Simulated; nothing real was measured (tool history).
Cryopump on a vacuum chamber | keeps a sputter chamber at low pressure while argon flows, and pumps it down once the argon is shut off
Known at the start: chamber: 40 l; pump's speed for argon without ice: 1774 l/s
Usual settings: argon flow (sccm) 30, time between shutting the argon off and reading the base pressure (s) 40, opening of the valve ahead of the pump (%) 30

| run | hour | argon flow (sccm) | time between shutting the argon off and reading the base pressure (s) | opening of the valve ahead of the pump (%) | pressure while argon flows (Pa) | pressure after the wait (uPa) |
|---|---|---|---|---|---|---|
| 1 | 0 | 30 | 40 | 30 | 0.0976 | 2.17 |
| 2 | 34.2 | 30 | 40 | 30 | 0.0988 | 2.13 |
| 3 | 111.5 | 30 | 20 | 30 | 0.0986 | 3.79 |
| 4 | 165.7 | 30 | 82 | 30 | 0.1008 | 1.48 |
| 5 | 215.7 | 30 | 40 | 31 | 0.0964 | 2.3 |
| 6 | 285.9 | 30 | 40 | 31 | 0.0964 | 2.36 |
| 7 | 335.1 | 30 | 25 | 31 | 0.0976 | 3.36 |
| 8 | 406.2 | 30 | 25 | 31 | 0.0984 | 3.42 |
| 9 | 442.1 | 30 | 25 | 31 | 0.099 | 3.46 |
| 10 | 502 | 30 | 250 | 19 | 0.1587 | 1.18 |
| 11 | 564.5 | 30 | 27 | 19 | 0.1588 | 3.38 |
| 12 | 608.3 | 17 | 31 | 53 | 0.0348 | 3.08 |
| 13 | 647.5 | 17 | 31 | 53 | 0.0352 | 3.07 |
| 14 | 710.8 | 51 | 111 | 17 | 0.3006 | 1.68 |
| 15 | 769.1 | 30 | 35 | 27 | 0.1168 | 3.05 |
| 16 | 817.2 | 20 | 35 | 27 | 0.0775 | 3.1 |

Forecast each of these 4 alternatives for the next run:
| A | 858.8 | 19 | 40 | 48 | ? | ? |
| B | 858.8 | 28 | 43 | 27 | ? | ? |
| C | 858.8 | 20 | 109 | 27 | ? | ? |
| D | 858.8 | 57 | 66 | 50 | ? | ? |

| run | pressure while argon flows (Pa) | pressure after the wait (uPa) |
|---|---|---|
| A | 0.0447 | 2.95 |
| B | 0.1097 | 2.73 |
| C | 0.0776 | 1.86 |
| D | 0.1284 | 2.19 |
Without the tool's hidden state the same runs would have given:
| run | pressure while argon flows (Pa) | pressure after the wait (uPa) |
|---|---|---|
| A | 0.0375 | 1.8 |
| B | 0.0991 | 1.63 |
| C | 0.07 | 0.76 |
| D | 0.1069 | 1.09 |
